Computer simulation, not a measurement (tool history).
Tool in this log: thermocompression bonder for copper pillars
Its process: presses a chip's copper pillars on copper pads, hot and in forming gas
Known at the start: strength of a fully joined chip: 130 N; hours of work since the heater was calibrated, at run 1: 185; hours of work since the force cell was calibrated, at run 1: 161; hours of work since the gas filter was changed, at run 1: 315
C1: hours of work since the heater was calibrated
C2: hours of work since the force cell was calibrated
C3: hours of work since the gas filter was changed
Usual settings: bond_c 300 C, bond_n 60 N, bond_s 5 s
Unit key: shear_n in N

Run 1, hour 0: usual settings; C1 185; C2 161; C3 315. Result: shear_n 73.8 N.
Run 2, hour 6.1: usual settings; C1 189; C2 165; C3 319. Result: shear_n 73.8 N.
Run 3, hour 12: usual settings; C1 193; C2 170; C3 324. Result: shear_n 74.4 N.
At hour 14.6: forming gas filter changed.
Run 4, hour 19.2: usual settings; C1 198; C2 174; C3 3. Result: shear_n 78 N.
Run 5, hour 24.5: usual settings; C1 201; C2 178; C3 7. Result: shear_n 77.8 N.
Run 6, hour 33.6: usual settings; C1 208; C2 184; C3 13. Result: shear_n 77.7 N.
Run 7, hour 38.3: usual settings but bond_n 71 N; C1 211; C2 187; C3 16. Result: shear_n 85.9 N.
Run 8, hour 43.2: usual settings; C1 214; C2 191; C3 20. Result: shear_n 77.8 N.
Run 9, hour 52.4: usual settings; C1 221; C2 197; C3 26. Result: shear_n 77.7 N.
Run 10, hour 59.2: usual settings; C1 225; C2 202; C3 31. Result: shear_n 77.2 N.
Run 11, hour 65.2: usual settings; C1 229; C2 206; C3 35. Result: shear_n 78.1 N.
Run 12, hour 73.4: usual settings but bond_c 273 C; C1 235; C2 212; C3 41. Result: shear_n 56.1 N.
Run 13, hour 80.2: usual settings but bond_c 302 C; C1 240; C2 216; C3 45. Result: shear_n 79.6 N.
Run 14, hour 88.9: usual settings but bond_c 302 C; C1 246; C2 222; C3 51. Result: shear_n 79.1 N.
Run 15, hour 94.3: usual settings but bond_c 302 C; C1 250; C2 226; C3 55. Result: shear_n 79.6 N.
Run 16, hour 99.6: usual settings but bond_c 302 C; C1 253; C2 230; C3 59. Result: shear_n 79.3 N.
Run 17, hour 107.5: usual settings but bond_c 305 C; C1 259; C2 235; C3 64. Result: shear_n 81.4 N.
Run 18, hour 116.4: usual settings; C1 265; C2 242; C3 71. Result: shear_n 77.6 N.
Run 19, hour 121.4: usual settings; C1 268; C2 245; C3 74. Result: shear_n 77.1 N.
Run 20, hour 127.9: usual settings but bond_c 327 C; C1 273; C2 249; C3 78. Result: shear_n 98.3 N.
Run 21, hour 135.5: usual settings but bond_c 327 C, bond_n 41 N, bond_s 3 s; C1 278; C2 255; C3 84. Result: shear_n 68.8 N.
Run 22, hour 140.3: usual settings but bond_c 306 C, bond_n 68 N, bond_s 9 s; C1 281; C2 258; C3 87. Result: shear_n 101 N.
Run 23, hour 145.7: usual settings but bond_c 306 C, bond_n 69 N, bond_s 11 s; C1 285; C2 262; C3 91. Result: shear_n 105.4 N.
Run 24, hour 149.8: usual settings but bond_n 56 N; C1 288; C2 265; C3 94. Result: shear_n 73.6 N.
Run 25, hour 157.1: usual settings but bond_n 56 N; C1 293; C2 270; C3 99. Result: shear_n 74.7 N.
Run 26, hour 162.7: usual settings but bond_n 56 N, bond_s 3 s; C1 297; C2 274; C3 103. Result: shear_n 62.7 N.
Run 27, hour 168.6: usual settings but bond_n 56 N, bond_s 3 s; C1 301; C2 278; C3 107. Result: shear_n 62.1 N.
Run 28, hour 176.9: usual settings but bond_n 56 N, bond_s 3 s; C1 307; C2 283; C3 112. Result: shear_n 62.5 N.
Run 29, hour 181: usual settings but bond_n 56 N, bond_s 3 s; C1 310; C2 286; C3 115. Result: shear_n 62.7 N.
Run 30, hour 185.2: usual settings but bond_c 276 C; C1 313; C2 289; C3 118. Result: shear_n 58.8 N.
Run 31, hour 189.3: usual settings but bond_c 276 C; C1 315; C2 292; C3 121. Result: shear_n 58.1 N.
Run 32, hour 196.8: usual settings but bond_c 278 C, bond_n 57 N; C1 321; C2 297; C3 126. Result: shear_n 57.8 N.
Run 33, hour 205.4: usual settings but bond_c 308 C; C1 327; C2 303; C3 132. Result: shear_n 83.6 N.
Run 34, hour 210.1: usual settings but bond_c 278 C, bond_n 74 N; C1 330; C2 306; C3 135. Result: shear_n 68.9 N.
Run 35, hour 217.3: usual settings but bond_c 278 C, bond_n 74 N; C1 335; C2 311; C3 140. Result: shear_n 68.5 N.
Run 36, hour 222.4: usual settings but bond_c 308 C; C1 338; C2 315; C3 144. Result: shear_n 83.1 N.
Run 37, hour 228.1: usual settings but bond_c 308 C; C1 342; C2 319; C3 148. Result: shear_n 83.1 N.
Run 38, hour 234.6: usual settings but bond_c 293 C, bond_n 65 N; C1 347; C2 323; C3 152. Result: shear_n 75.4 N.

What does the tool deliver on the next run?
Run 39, hour 238.6: usual settings but bond_c 293 C, bond_n 65 N; C1 350; C2 326; C3 155. Result: shear_n ?.

shear_n: 75.4 N
Were there no unlogged condition in the tool, this run, its random variation unchanged, would have produced shear_n 75 N.
